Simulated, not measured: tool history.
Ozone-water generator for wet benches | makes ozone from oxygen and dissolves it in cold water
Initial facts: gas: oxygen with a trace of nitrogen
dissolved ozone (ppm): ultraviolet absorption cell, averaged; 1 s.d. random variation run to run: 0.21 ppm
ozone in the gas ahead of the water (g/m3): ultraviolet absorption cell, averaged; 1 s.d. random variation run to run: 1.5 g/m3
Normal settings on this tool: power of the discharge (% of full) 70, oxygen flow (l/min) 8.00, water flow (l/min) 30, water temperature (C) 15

| run | hour | power of the discharge (% of full) | oxygen flow (l/min) | water flow (l/min) | water temperature (C) | dissolved ozone (ppm) | ozone in the gas ahead of the water (g/m3) |
|---|---|---|---|---|---|---|---|
| 1 | 0.0 | 70 | 8.00 | 30 | 15 | 31.4 | 277.0 |
| 2 | 48.9 | 70 | 8.00 | 30 | 15 | 31.0 | 276.4 |
| 3 | 124.5 | 70 | 6.10 | 30 | 15 | 29.5 | 307.5 |
| 4 | 212.0 | 70 | 8.00 | 30 | 15 | 31.7 | 280.2 |
| 5 | 280.0 | 70 | 8.00 | 30 | 15 | 31.5 | 275.9 |
| 6 | 346.3 | 70 | 8.00 | 30 | 15 | 31.3 | 275.9 |
| 7 | 390.4 | 70 | 8.00 | 30 | 15 | 31.0 | 280.0 |
| 8 | 477.2 | 70 | 8.00 | 22 | 15 | 38.6 | 280.2 |
| 9 | 575.8 | 70 | 8.00 | 22 | 15 | 38.7 | 280.3 |
| 10 | 633.9 | 70 | 8.00 | 22 | 15 | 38.6 | 282.6 |
| 11 | 705.3 | 70 | 8.00 | 46 | 15 | 22.3 | 283.3 |
| 12 | 747.9 | 70 | 8.00 | 46 | 15 | 22.4 | 281.5 |
| 13 | 834.3 | 70 | 8.00 | 30 | 15 | 31.2 | 283.8 |
| 14 | 897.8 | 70 | 8.00 | 30 | 15 | 31.2 | 284.6 |
| 15 | 959.3 | 68 | 8.00 | 30 | 15 | 30.3 | 279.3 |
| 16 | 1002.5 | 68 | 8.00 | 30 | 15 | 30.6 | 277.5 |
| 17 | 1056.7 | 70 | 8.00 | 30 | 14 | 31.8 | 281.7 |
| 18 | 1122.2 | 70 | 8.00 | 30 | 14 | 31.5 | 284.7 |
| 19 | 1205.1 | 70 | 4.29 | 30 | 20 | 25.3 | 364.3 |
| 20 | 1257.5 | 70 | 4.29 | 30 | 20 | 25.5 | 363.1 |
| 21 | 1304.1 | 70 | 13.38 | 35 | 15 | 30.2 | 233.5 |
|  | 1351.2 | water thermometer calibrated |
|  | 1358.0 | gauge calibrated |
| 22 | 1364.3 | 96 | 13.38 | 35 | 7 | 43.4 | 287.6 |
| 23 | 1421.5 | 96 | 13.38 | 35 | 7 | 43.2 | 287.0 |
| 24 | 1509.3 | 42 | 8.00 | 29 | 16 | 21.9 | 191.0 |
| 25 | 1595.2 | 61 | 8.00 | 28 | 15 | 29.8 | 251.9 |
| 26 | 1658.5 | 74 | 8.00 | 34 | 15 | 29.9 | 287.3 |
| 27 | 1752.9 | 74 | 8.00 | 34 | 15 | 29.7 | 289.5 |
| 28 | 1826.5 | 48 | 8.00 | 29 | 15 | 24.4 | 211.9 |
| 29 | 1909.0 | 55 | 8.00 | 44 | 15 | 19.4 | 234.0 |
| 30 | 2003.4 | 57 | 4.71 | 31 | 15 | 23.0 | 294.3 |
| 31 | 2044.0 | 51 | 4.25 | 31 | 11 | 21.3 | 284.5 |
| 32 | 2142.9 | 51 | 4.25 | 31 | 11 | 21.3 | 283.1 |

Branching from run 32: 4 alternative next runs. What would each branch give?
|  | 2157.4 | contactor cleaned |
| A | 2216.1 | 51 | 4.25 | 20 | 14 | ? | ? |
|  | 2157.4 | contactor cleaned |
| B | 2216.1 | 85 | 4.76 | 23 | 11 | ? | ? |
|  | 2157.4 | contactor cleaned |
| C | 2216.1 | 46 | 10.50 | 30 | 15 | ? | ? |
|  | 2157.4 | contactor cleaned |
| D | 2216.1 | 70 | 13.79 | 27 | 15 | ? | ? |

| run | dissolved ozone (ppm) | ozone in the gas ahead of the water (g/m3) |
|---|---|---|
| A | 29.6 | 284.6 |
| B | 41.5 | 394.9 |
| C | 24.0 | 184.8 |
| D | 35.9 | 230.5 |
Take away the tool's hidden state, keep each run's random variation, and the runs would have read:
| run | dissolved ozone (ppm) | ozone in the gas ahead of the water (g/m3) |
|---|---|---|
| A | 29.6 | 279.5 |
| B | 41.5 | 387.9 |
| C | 24.0 | 181.5 |
| D | 36.0 | 226.4 |
